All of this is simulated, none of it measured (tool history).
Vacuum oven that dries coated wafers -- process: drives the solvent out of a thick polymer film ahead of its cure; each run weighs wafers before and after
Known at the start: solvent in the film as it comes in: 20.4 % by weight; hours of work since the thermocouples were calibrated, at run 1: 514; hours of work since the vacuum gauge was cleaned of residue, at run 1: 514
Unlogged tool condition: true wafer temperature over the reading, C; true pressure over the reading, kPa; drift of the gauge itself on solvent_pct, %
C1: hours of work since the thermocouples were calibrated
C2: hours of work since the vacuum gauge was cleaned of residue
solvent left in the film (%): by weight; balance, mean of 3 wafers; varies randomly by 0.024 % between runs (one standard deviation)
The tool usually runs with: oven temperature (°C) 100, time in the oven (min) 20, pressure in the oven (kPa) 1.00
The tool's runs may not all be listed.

{"run": 1, "day": 0.0, "oven temperature (°C)": 100, "time in the oven (min)": 20, "pressure in the oven (kPa)": 1.0, "C1": 514, "C2": 514, "solvent left in the film (%)": 2.33}
{"run": 2, "day": 2.421, "oven temperature (°C)": 100, "time in the oven (min)": 19, "pressure in the oven (kPa)": 1.0, "C1": 549, "C2": 549, "solvent left in the film (%)": 2.56}
{"run": 3, "day": 6.142, "oven temperature (°C)": 100, "time in the oven (min)": 19, "pressure in the oven (kPa)": 1.0, "C1": 602, "C2": 602, "solvent left in the film (%)": 2.57}
{"run": 4, "day": 8.696, "oven temperature (°C)": 100, "time in the oven (min)": 20, "pressure in the oven (kPa)": 3.63, "C1": 639, "C2": 639, "solvent left in the film (%)": 3.53}
{"run": 5, "day": 12.9, "oven temperature (°C)": 100, "time in the oven (min)": 20, "pressure in the oven (kPa)": 1.0, "C1": 700, "C2": 700, "solvent left in the film (%)": 2.32}
{"run": 6, "day": 16.0, "oven temperature (°C)": 110, "time in the oven (min)": 20, "pressure in the oven (kPa)": 1.0, "C1": 745, "C2": 745, "solvent left in the film (%)": 0.95}
{"run": 7, "day": 18.567, "oven temperature (°C)": 110, "time in the oven (min)": 20, "pressure in the oven (kPa)": 1.0, "C1": 782, "C2": 782, "solvent left in the film (%)": 0.92}
{"run": 8, "day": 22.533, "oven temperature (°C)": 112, "time in the oven (min)": 20, "pressure in the oven (kPa)": 1.0, "C1": 839, "C2": 839, "solvent left in the film (%)": 0.79}
{"run": 9, "day": 25.121, "oven temperature (°C)": 93, "time in the oven (min)": 20, "pressure in the oven (kPa)": 1.0, "C1": 876, "C2": 876, "solvent left in the film (%)": 4.05}
{"run": 10, "day": 29.354, "oven temperature (°C)": 101, "time in the oven (min)": 26, "pressure in the oven (kPa)": 0.96, "C1": 937, "C2": 937, "solvent left in the film (%)": 1.39}
{"run": 11, "day": 32.008, "oven temperature (°C)": 88, "time in the oven (min)": 12, "pressure in the oven (kPa)": 0.76, "C1": 975, "C2": 975, "solvent left in the film (%)": 8.26}
{"run": 12, "day": 34.154, "oven temperature (°C)": 106, "time in the oven (min)": 19, "pressure in the oven (kPa)": 2.32, "C1": 1006, "C2": 1006, "solvent left in the film (%)": 2.02}
{"run": 13, "day": 38.904, "oven temperature (°C)": 106, "time in the oven (min)": 27, "pressure in the oven (kPa)": 0.54, "C1": 1075, "C2": 1075, "solvent left in the film (%)": 0.68}
{"run": 14, "day": 43.317, "oven temperature (°C)": 106, "time in the oven (min)": 27, "pressure in the oven (kPa)": 0.54, "C1": 1138, "C2": 1138, "solvent left in the film (%)": 0.71}

The same runs without the tool's hidden state, with the same run-to-run variation:
run=1 solvent_left_in_the_film_(%)=2.38
run=2 solvent_left_in_the_film_(%)=2.62
run=3 solvent_left_in_the_film_(%)=2.63
run=4 solvent_left_in_the_film_(%)=3.59
run=5 solvent_left_in_the_film_(%)=2.36
run=6 solvent_left_in_the_film_(%)=0.92
run=7 solvent_left_in_the_film_(%)=0.89
run=8 solvent_left_in_the_film_(%)=0.75
run=9 solvent_left_in_the_film_(%)=4.13
run=10 solvent_left_in_the_film_(%)=1.34
run=11 solvent_left_in_the_film_(%)=8.38
run=12 solvent_left_in_the_film_(%)=2.03
run=13 solvent_left_in_the_film_(%)=0.57
run=14 solvent_left_in_the_film_(%)=0.60
